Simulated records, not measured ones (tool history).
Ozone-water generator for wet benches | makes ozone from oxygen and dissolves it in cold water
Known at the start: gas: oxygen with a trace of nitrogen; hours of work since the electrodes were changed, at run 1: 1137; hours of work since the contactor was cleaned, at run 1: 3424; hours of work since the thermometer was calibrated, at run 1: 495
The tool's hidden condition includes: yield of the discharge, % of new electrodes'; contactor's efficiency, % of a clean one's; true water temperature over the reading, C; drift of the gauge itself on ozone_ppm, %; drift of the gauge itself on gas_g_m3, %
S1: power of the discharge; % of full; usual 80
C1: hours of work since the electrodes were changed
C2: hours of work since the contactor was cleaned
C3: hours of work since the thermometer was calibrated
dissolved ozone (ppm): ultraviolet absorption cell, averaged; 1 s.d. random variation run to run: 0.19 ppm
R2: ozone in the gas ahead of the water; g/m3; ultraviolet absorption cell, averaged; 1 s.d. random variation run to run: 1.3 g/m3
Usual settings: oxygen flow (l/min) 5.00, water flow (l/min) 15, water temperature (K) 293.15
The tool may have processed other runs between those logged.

Run 1, hour 0.0: usual settings; C1 1137; C2 3424; C3 495. Result: dissolved ozone (ppm) 27.1, R2 243.4 g/m3.
Run 2, hour 38.9: usual settings; C1 1166; C2 3453; C3 524. Result: dissolved ozone (ppm) 27.0, R2 242.0 g/m3.
Run 3, hour 73.6: usual settings; C1 1191; C2 3479; C3 550. Result: dissolved ozone (ppm) 27.2, R2 241.4 g/m3.
Run 4, hour 98.5: usual settings; C1 1210; C2 3497; C3 568. Result: dissolved ozone (ppm) 26.9, R2 242.2 g/m3.
Run 5, hour 131.3: usual settings; C1 1234; C2 3522; C3 593. Result: dissolved ozone (ppm) 26.9, R2 242.6 g/m3.
Run 6, hour 167.2: usual settings; C1 1261; C2 3548; C3 619. Result: dissolved ozone (ppm) 26.5, R2 244.3 g/m3.
Run 7, hour 209.0: usual settings; C1 1292; C2 3579; C3 651. Result: dissolved ozone (ppm) 26.8, R2 244.0 g/m3.
Run 8, hour 245.3: usual settings; C1 1319; C2 3606; C3 678. Result: dissolved ozone (ppm) 26.7, R2 244.8 g/m3.
Run 9, hour 281.3: usual settings; C1 1346; C2 3633; C3 704. Result: dissolved ozone (ppm) 26.5, R2 244.8 g/m3.
Run 10, hour 305.0: usual settings; C1 1363; C2 3651; C3 722. Result: dissolved ozone (ppm) 26.4, R2 243.3 g/m3.
Run 11, hour 344.9: usual settings; C1 1393; C2 3680; C3 752. Result: dissolved ozone (ppm) 26.9, R2 244.6 g/m3.
Run 12, hour 366.3: usual settings but oxygen flow (l/min) 5.85; C1 1409; C2 3696; C3 767. Result: dissolved ozone (ppm) 27.0, R2 229.2 g/m3.
Run 13, hour 385.3: usual settings but oxygen flow (l/min) 5.85; C1 1423; C2 3710; C3 782. Result: dissolved ozone (ppm) 27.1, R2 228.8 g/m3.
Run 14, hour 407.5: usual settings but oxygen flow (l/min) 5.85; C1 1440; C2 3727; C3 798. Result: dissolved ozone (ppm) 27.1, R2 230.6 g/m3.
Run 15, hour 437.9: usual settings but water flow (l/min) 12; C1 1462; C2 3750; C3 821. Result: dissolved ozone (ppm) 31.0, R2 245.7 g/m3.
Run 16, hour 456.7: usual settings but oxygen flow (l/min) 6.35; C1 1476; C2 3764; C3 835. Result: dissolved ozone (ppm) 26.9, R2 221.7 g/m3.

What does the tool deliver on the next run?
Run 17, hour 486.9: usual settings but oxygen flow (l/min) 8.25, water temperature (K) 299.15; C1 1499; C2 3786; C3 857. Result: dissolved ozone (ppm) ?, R2 ?.

{"run 17": {"dissolved ozone (ppm)": 23.4, "R2": 197.3}}
Minus the tool's unlogged condition, the same run would have read dissolved ozone (ppm) 23.4, R2 194.6 g/m3.

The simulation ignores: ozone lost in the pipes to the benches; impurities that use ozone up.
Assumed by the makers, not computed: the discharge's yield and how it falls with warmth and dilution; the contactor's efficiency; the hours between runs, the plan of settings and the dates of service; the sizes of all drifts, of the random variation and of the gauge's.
